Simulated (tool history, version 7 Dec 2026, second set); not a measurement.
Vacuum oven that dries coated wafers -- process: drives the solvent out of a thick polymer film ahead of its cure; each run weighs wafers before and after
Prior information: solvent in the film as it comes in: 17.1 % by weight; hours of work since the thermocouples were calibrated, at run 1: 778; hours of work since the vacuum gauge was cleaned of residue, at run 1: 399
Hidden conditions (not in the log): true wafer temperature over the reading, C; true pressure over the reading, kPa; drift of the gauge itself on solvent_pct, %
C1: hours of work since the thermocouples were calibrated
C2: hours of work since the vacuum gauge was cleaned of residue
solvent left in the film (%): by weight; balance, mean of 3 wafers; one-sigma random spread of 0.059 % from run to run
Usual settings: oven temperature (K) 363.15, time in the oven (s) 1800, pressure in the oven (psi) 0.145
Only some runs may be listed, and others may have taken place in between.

run 1 hour=0.0 | oven_temperature_(K)=363.15 time_in_the_oven_(s)=1800 pressure_in_the_oven_(psi)=0.145 | C1=778 C2=399 | solvent_left_in_the_film_(%)=3.26
run 2 hour=12.9 | oven_temperature_(K)=349.15 time_in_the_oven_(s)=1800 pressure_in_the_oven_(psi)=0.145 | C1=786 C2=408 | solvent_left_in_the_film_(%)=8.17
run 3 hour=25.1 | oven_temperature_(K)=363.15 time_in_the_oven_(s)=1800 pressure_in_the_oven_(psi)=0.145 | C1=795 C2=416 | solvent_left_in_the_film_(%)=3.20
run 4 hour=36.0 | oven_temperature_(K)=363.15 time_in_the_oven_(s)=2160 pressure_in_the_oven_(psi)=0.145 | C1=802 C2=423 | solvent_left_in_the_film_(%)=2.54
run 5 hour=48.8 | oven_temperature_(K)=363.15 time_in_the_oven_(s)=1800 pressure_in_the_oven_(psi)=0.361 | C1=810 C2=431 | solvent_left_in_the_film_(%)=4.10
run 6 hour=61.5 | oven_temperature_(K)=363.15 time_in_the_oven_(s)=1800 pressure_in_the_oven_(psi)=0.361 | C1=819 C2=440 | solvent_left_in_the_film_(%)=4.05
run 7 hour=72.2 | oven_temperature_(K)=363.15 time_in_the_oven_(s)=1800 pressure_in_the_oven_(psi)=0.361 | C1=826 C2=447 | solvent_left_in_the_film_(%)=4.13
run 8 hour=85.9 | oven_temperature_(K)=363.15 time_in_the_oven_(s)=1800 pressure_in_the_oven_(psi)=0.361 | C1=835 C2=456 | solvent_left_in_the_film_(%)=4.16
run 9 hour=98.7 | oven_temperature_(K)=363.15 time_in_the_oven_(s)=1800 pressure_in_the_oven_(psi)=0.453 | C1=843 C2=465 | solvent_left_in_the_film_(%)=4.50
-- hour=101.8 oven's thermocouples calibrated
run 10 hour=108.1 | oven_temperature_(K)=363.15 time_in_the_oven_(s)=1800 pressure_in_the_oven_(psi)=0.145 | C1=4 C2=470 | solvent_left_in_the_film_(%)=3.11
run 11 hour=121.1 | oven_temperature_(K)=363.15 time_in_the_oven_(s)=1800 pressure_in_the_oven_(psi)=0.145 | C1=13 C2=478 | solvent_left_in_the_film_(%)=3.24
run 12 hour=129.4 | oven_temperature_(K)=360.15 time_in_the_oven_(s)=1800 pressure_in_the_oven_(psi)=0.145 | C1=18 C2=484 | solvent_left_in_the_film_(%)=4.08
run 13 hour=138.9 | oven_temperature_(K)=360.15 time_in_the_oven_(s)=1800 pressure_in_the_oven_(psi)=0.145 | C1=25 C2=490 | solvent_left_in_the_film_(%)=4.12
run 14 hour=151.0 | oven_temperature_(K)=363.15 time_in_the_oven_(s)=1800 pressure_in_the_oven_(psi)=0.122 | C1=33 C2=498 | solvent_left_in_the_film_(%)=3.09
run 15 hour=164.4 | oven_temperature_(K)=357.15 time_in_the_oven_(s)=1800 pressure_in_the_oven_(psi)=0.145 | C1=42 C2=507 | solvent_left_in_the_film_(%)=5.23
run 16 hour=173.2 | oven_temperature_(K)=357.15 time_in_the_oven_(s)=1800 pressure_in_the_oven_(psi)=0.145 | C1=47 C2=513 | solvent_left_in_the_film_(%)=5.15
run 17 hour=184.7 | oven_temperature_(K)=357.15 time_in_the_oven_(s)=1800 pressure_in_the_oven_(psi)=0.145 | C1=55 C2=520 | solvent_left_in_the_film_(%)=5.24
run 18 hour=192.2 | oven_temperature_(K)=357.15 time_in_the_oven_(s)=1800 pressure_in_the_oven_(psi)=0.145 | C1=60 C2=525 | solvent_left_in_the_film_(%)=5.06
run 19 hour=203.6 | oven_temperature_(K)=363.15 time_in_the_oven_(s)=1800 pressure_in_the_oven_(psi)=0.145 | C1=68 C2=533 | solvent_left_in_the_film_(%)=3.32
run 20 hour=212.0 | oven_temperature_(K)=363.15 time_in_the_oven_(s)=1800 pressure_in_the_oven_(psi)=0.145 | C1=73 C2=539 | solvent_left_in_the_film_(%)=3.21
run 21 hour=219.3 | oven_temperature_(K)=363.15 time_in_the_oven_(s)=1800 pressure_in_the_oven_(psi)=0.145 | C1=78 C2=543 | solvent_left_in_the_film_(%)=3.22
run 22 hour=230.9 | oven_temperature_(K)=363.15 time_in_the_oven_(s)=1800 pressure_in_the_oven_(psi)=0.145 | C1=86 C2=551 | solvent_left_in_the_film_(%)=3.09
run 23 hour=239.5 | oven_temperature_(K)=363.15 time_in_the_oven_(s)=1800 pressure_in_the_oven_(psi)=0.145 | C1=92 C2=557 | solvent_left_in_the_film_(%)=3.28
run 24 hour=252.8 | oven_temperature_(K)=363.15 time_in_the_oven_(s)=1800 pressure_in_the_oven_(psi)=0.145 | C1=100 C2=566 | solvent_left_in_the_film_(%)=3.17
run 25 hour=263.6 | oven_temperature_(K)=363.15 time_in_the_oven_(s)=1800 pressure_in_the_oven_(psi)=0.145 | C1=108 C2=573 | solvent_left_in_the_film_(%)=3.11
run 26 hour=277.2 | oven_temperature_(K)=363.15 time_in_the_oven_(s)=1800 pressure_in_the_oven_(psi)=0.145 | C1=117 C2=582 | solvent_left_in_the_film_(%)=3.23
run 27 hour=291.8 | oven_temperature_(K)=363.15 time_in_the_oven_(s)=2940 pressure_in_the_oven_(psi)=0.173 | C1=126 C2=592 | solvent_left_in_the_film_(%)=1.74
run 28 hour=306.6 | oven_temperature_(K)=363.15 time_in_the_oven_(s)=2940 pressure_in_the_oven_(psi)=0.173 | C1=136 C2=602 | solvent_left_in_the_film_(%)=1.70
run 29 hour=317.3 | oven_temperature_(K)=363.15 time_in_the_oven_(s)=2940 pressure_in_the_oven_(psi)=0.173 | C1=143 C2=609 | solvent_left_in_the_film_(%)=1.70
run 30 hour=326.1 | oven_temperature_(K)=357.15 time_in_the_oven_(s)=1800 pressure_in_the_oven_(psi)=0.145 | C1=149 C2=614 | solvent_left_in_the_film_(%)=5.19
run 31 hour=335.2 | oven_temperature_(K)=357.15 time_in_the_oven_(s)=1320 pressure_in_the_oven_(psi)=0.145 | C1=155 C2=621 | solvent_left_in_the_film_(%)=6.74
run 32 hour=346.0 | oven_temperature_(K)=363.15 time_in_the_oven_(s)=1800 pressure_in_the_oven_(psi)=0.100 | C1=162 C2=628 | solvent_left_in_the_film_(%)=3.01
run 33 hour=354.5 | oven_temperature_(K)=361.15 time_in_the_oven_(s)=1800 pressure_in_the_oven_(psi)=0.100 | C1=168 C2=633 | solvent_left_in_the_film_(%)=3.68
run 34 hour=369.6 | oven_temperature_(K)=366.15 time_in_the_oven_(s)=1800 pressure_in_the_oven_(psi)=0.189 | C1=178 C2=643 | solvent_left_in_the_film_(%)=2.49
run 35 hour=382.5 | oven_temperature_(K)=366.15 time_in_the_oven_(s)=1800 pressure_in_the_oven_(psi)=0.189 | C1=187 C2=652 | solvent_left_in_the_film_(%)=2.58
run 36 hour=391.2 | oven_temperature_(K)=366.15 time_in_the_oven_(s)=1800 pressure_in_the_oven_(psi)=0.189 | C1=192 C2=658 | solvent_left_in_the_film_(%)=2.61
run 37 hour=404.1 | oven_temperature_(K)=361.15 time_in_the_oven_(s)=1680 pressure_in_the_oven_(psi)=0.480 | C1=201 C2=666 | solvent_left_in_the_film_(%)=5.61
run 38 hour=412.2 | oven_temperature_(K)=363.15 time_in_the_oven_(s)=1200 pressure_in_the_oven_(psi)=0.247 | C1=206 C2=672 | solvent_left_in_the_film_(%)=5.46

Expected results for the next run?
run 39 hour=419.3 | oven_temperature_(K)=363.15 time_in_the_oven_(s)=1200 pressure_in_the_oven_(psi)=0.247 | C1=211 C2=676 | solvent_left_in_the_film_(%)=?

Logged for run 39: solvent left in the film (%) 5.39.
If the tool had no hidden condition, the same run with the same run-to-run variation would have returned solvent left in the film (%) 5.39.

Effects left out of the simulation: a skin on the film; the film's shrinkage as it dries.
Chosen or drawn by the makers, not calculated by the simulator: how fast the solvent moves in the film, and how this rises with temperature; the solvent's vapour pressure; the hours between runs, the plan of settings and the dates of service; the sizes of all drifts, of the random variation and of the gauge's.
